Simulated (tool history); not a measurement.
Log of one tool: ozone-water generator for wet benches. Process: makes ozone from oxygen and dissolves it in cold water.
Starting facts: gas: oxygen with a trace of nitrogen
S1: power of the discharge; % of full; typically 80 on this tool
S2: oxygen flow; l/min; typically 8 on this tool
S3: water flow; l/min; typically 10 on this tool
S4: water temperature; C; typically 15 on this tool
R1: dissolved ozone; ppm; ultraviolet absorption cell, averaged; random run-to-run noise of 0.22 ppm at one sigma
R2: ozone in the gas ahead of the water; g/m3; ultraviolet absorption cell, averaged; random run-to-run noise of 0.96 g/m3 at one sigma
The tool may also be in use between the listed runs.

run    hour  S1     S2  S3  S4    R1     R2
  1       0  80      8  10  15  29.4  163.7
  2    55.7  80      8  10  15  29.9  164.7
  3    83.8  80      8  10  15  29.8  163.7
  4   134.4  80      8  10  15  29.6  163.3
  5   175.1  80   7.53  10  15  30.3  168.1
  6   215.1  80   7.53  10  15    30  168.4
  7   260.9  80   7.53  10  15    30  168.1
  8   296.2  80      8  10  15    30  161.7
  9   326.1  80      8  10  15  29.8  161.8
 10   385.9  80      8  10   8  34.2  162.9
 11   446.9  80      8  10   8  34.3    162
 12   505.4  80   5.68  10  15  31.7  195.9
 13   536.7  80  11.43  10  15  26.8  132.9
 14   580.4  80  11.43  10  15  26.2  132.6
 15   629.9  80  11.43  10  15  26.2  133.1
 16   692.7  80  11.43  10  15  26.6  132.6
 17   754.6  80  11.43  10  15  26.1  132.3
 18   800.3  80  11.43  10  22  22.2  131.1
      804.9  -- water thermometer calibrated
 19   835.8  56   6.04  16  15  18.4  158.9
 20   891.5  80   8.16  10  15  29.2    159
 21   922.7  80   5.98   8  13  37.3  190.7
 22   971.6  80   5.98   8  13  36.9  189.5
 23  1015.8  80   9.94   9  15  28.8  142.1
     1046.9  -- water thermometer calibrated, once more
 24  1046.9  52   7.74   9  13  26.4  132.6
 25  1073.8  41      8   6  15  26.9  115.5
 26  1107.4  75      8  10  15    28  155.3
 27  1159.9  75      8  10  15  28.1  156.4
 28  1202.1  48      8  10  21  19.5  123.7
 29  1243.5  48   4.49  14  14  19.4  171.4
 30  1286.8  91  11.99   7   8  38.6    136
 31  1327.4  91  11.99   7   8  38.2  133.9
 32  1390.4  80   6.96  10  15  29.6    172

Difference, measured minus no-hidden-state, one row per run. Run-to-run variation is common to both terms; the gauge's own scatter need not be:
What the log doesn't record here: yield of the discharge, % of new electrodes'; contactor's efficiency, % of a clean one's; true water temperature over the reading, C; drift of the gauge itself on ozone_ppm, %; drift of the gauge itself on gas_g_m3, %.
run    R1    R2
  1  -1.7  -0.7
  2  -1.8  -0.9
  3  -1.8    -1
  4  -1.9  -1.2
  5  -1.9  -1.4
  6    -2  -1.5
  7    -2  -1.7
  8  -2.1  -1.8
  9  -2.1  -1.9
 10  -2.4    -2
 11  -2.6  -2.2
 12  -2.5  -2.9
 13  -2.1  -2.1
 14  -2.1  -2.3
 15  -2.2  -2.4
 16  -2.2  -2.6
 17  -2.3  -2.7
 18  -1.9  -2.8
 19  -1.8  -2.9
 20  -2.7  -3.8
 21  -3.1  -4.7
 22  -3.2  -4.8
 23  -2.7  -3.7
 24  -2.3  -2.9
 25  -1.8  -2.2
 26  -2.7  -4.3
 27  -2.8  -4.5
 28  -1.8  -2.9
 29    -2  -4.2
 30  -3.6  -4.7
 31  -3.6  -4.7
 32  -3.2    -6
